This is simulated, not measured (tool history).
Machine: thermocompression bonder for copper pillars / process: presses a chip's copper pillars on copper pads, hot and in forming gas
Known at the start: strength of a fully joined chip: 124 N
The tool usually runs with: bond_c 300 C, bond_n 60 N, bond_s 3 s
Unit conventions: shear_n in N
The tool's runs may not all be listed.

{"run": 1, "hour": 0.0, "bond_c": 300, "bond_n": 60, "bond_s": 3, "shear_n": 78.4}
{"hour": 3.6, "done": "forming gas filter changed"}
{"run": 2, "hour": 14.9, "bond_c": 300, "bond_n": 60, "bond_s": 3, "shear_n": 84.9}
{"run": 3, "hour": 27.4, "bond_c": 300, "bond_n": 66, "bond_s": 3, "shear_n": 89.6}
{"run": 4, "hour": 34.4, "bond_c": 298, "bond_n": 60, "bond_s": 3, "shear_n": 84.1}
{"run": 5, "hour": 46.9, "bond_c": 298, "bond_n": 60, "bond_s": 3, "shear_n": 83.3}
{"run": 6, "hour": 54.7, "bond_c": 300, "bond_n": 86, "bond_s": 3, "shear_n": 100}
{"run": 7, "hour": 71.5, "bond_c": 300, "bond_n": 86, "bond_s": 3, "shear_n": 101.4}
{"run": 8, "hour": 85.9, "bond_c": 300, "bond_n": 86, "bond_s": 3, "shear_n": 99.3}
{"run": 9, "hour": 94.5, "bond_c": 294, "bond_n": 86, "bond_s": 3, "shear_n": 94.8}
{"run": 10, "hour": 110.4, "bond_c": 294, "bond_n": 86, "bond_s": 3, "shear_n": 94.6}
{"run": 11, "hour": 118.5, "bond_c": 294, "bond_n": 86, "bond_s": 3, "shear_n": 94.6}
{"run": 12, "hour": 135.5, "bond_c": 294, "bond_n": 86, "bond_s": 3, "shear_n": 93.8}
{"run": 13, "hour": 152.3, "bond_c": 294, "bond_n": 86, "bond_s": 3, "shear_n": 92.5}
{"run": 14, "hour": 159.2, "bond_c": 294, "bond_n": 86, "bond_s": 3, "shear_n": 93.9}
{"run": 15, "hour": 167.3, "bond_c": 300, "bond_n": 60, "bond_s": 3, "shear_n": 81.1}
{"run": 16, "hour": 183.9, "bond_c": 319, "bond_n": 60, "bond_s": 3, "shear_n": 92.9}
{"run": 17, "hour": 198.5, "bond_c": 319, "bond_n": 60, "bond_s": 3, "shear_n": 93.9}
{"run": 18, "hour": 205.6, "bond_c": 300, "bond_n": 36, "bond_s": 3, "shear_n": 60.6}
{"run": 19, "hour": 218.8, "bond_c": 300, "bond_n": 36, "bond_s": 3, "shear_n": 60.5}
{"run": 20, "hour": 233.9, "bond_c": 320, "bond_n": 60, "bond_s": 3, "shear_n": 92.9}
{"run": 21, "hour": 244.8, "bond_c": 286, "bond_n": 51, "bond_s": 3, "shear_n": 64.9}
{"run": 22, "hour": 257.8, "bond_c": 286, "bond_n": 51, "bond_s": 3, "shear_n": 65.6}
{"run": 23, "hour": 268.1, "bond_c": 286, "bond_n": 51, "bond_s": 3, "shear_n": 64.1}
{"run": 24, "hour": 279.7, "bond_c": 297, "bond_n": 72, "bond_s": 3, "shear_n": 85.8}
{"run": 25, "hour": 296.6, "bond_c": 297, "bond_n": 72, "bond_s": 3, "shear_n": 84.8}
{"run": 26, "hour": 306.4, "bond_c": 302, "bond_n": 79, "bond_s": 5, "shear_n": 100.4}
{"run": 27, "hour": 322.4, "bond_c": 312, "bond_n": 70, "bond_s": 2, "shear_n": 82}
{"run": 28, "hour": 337.1, "bond_c": 312, "bond_n": 70, "bond_s": 2, "shear_n": 81.4}
{"run": 29, "hour": 344.8, "bond_c": 312, "bond_n": 70, "bond_s": 2, "shear_n": 82.6}
{"run": 30, "hour": 360.3, "bond_c": 297, "bond_n": 41, "bond_s": 3, "shear_n": 61.5}
{"run": 31, "hour": 368.3, "bond_c": 297, "bond_n": 42, "bond_s": 8, "shear_n": 80.9}
{"run": 32, "hour": 381.4, "bond_c": 297, "bond_n": 42, "bond_s": 8, "shear_n": 80.9}
{"run": 33, "hour": 396.2, "bond_c": 297, "bond_n": 72, "bond_s": 3, "shear_n": 82.3}
{"run": 34, "hour": 410.6, "bond_c": 297, "bond_n": 72, "bond_s": 3, "shear_n": 80.3}
{"run": 35, "hour": 419.3, "bond_c": 303, "bond_n": 62, "bond_s": 6, "shear_n": 91.3}
{"run": 36, "hour": 434.3, "bond_c": 301, "bond_n": 60, "bond_s": 4, "shear_n": 82}
{"hour": 442.5, "done": "forming gas filter changed"}
{"run": 37, "hour": 444.9, "bond_c": 280, "bond_n": 60, "bond_s": 3, "shear_n": 70}
{"run": 38, "hour": 461.7, "bond_c": 280, "bond_n": 60, "bond_s": 3, "shear_n": 70.1}
{"run": 39, "hour": 470.7, "bond_c": 297, "bond_n": 63, "bond_s": 3, "shear_n": 83.7}

Below are 4 alternative next runs, each starting from the tool's condition after run 39. Predict each:
{"run": "A", "hour": 477.6, "bond_c": 300, "bond_n": 70, "bond_s": 3, "shear_n": "?"}
{"run": "B", "hour": 477.6, "bond_c": 282, "bond_n": 87, "bond_s": 3, "shear_n": "?"}
{"run": "C", "hour": 477.6, "bond_c": 330, "bond_n": 69, "bond_s": 6, "shear_n": "?"}
{"run": "D", "hour": 477.6, "bond_c": 300, "bond_n": 57, "bond_s": 2, "shear_n": "?"}

run=A shear_n=90.5
run=B shear_n=86.2
run=C shear_n=115.9
run=D shear_n=74.5
Take away the tool's hidden state, keep each run's random variation, and the runs would have read:
run=A shear_n=94.1
run=B shear_n=90
run=C shear_n=118.2
run=D shear_n=78.1
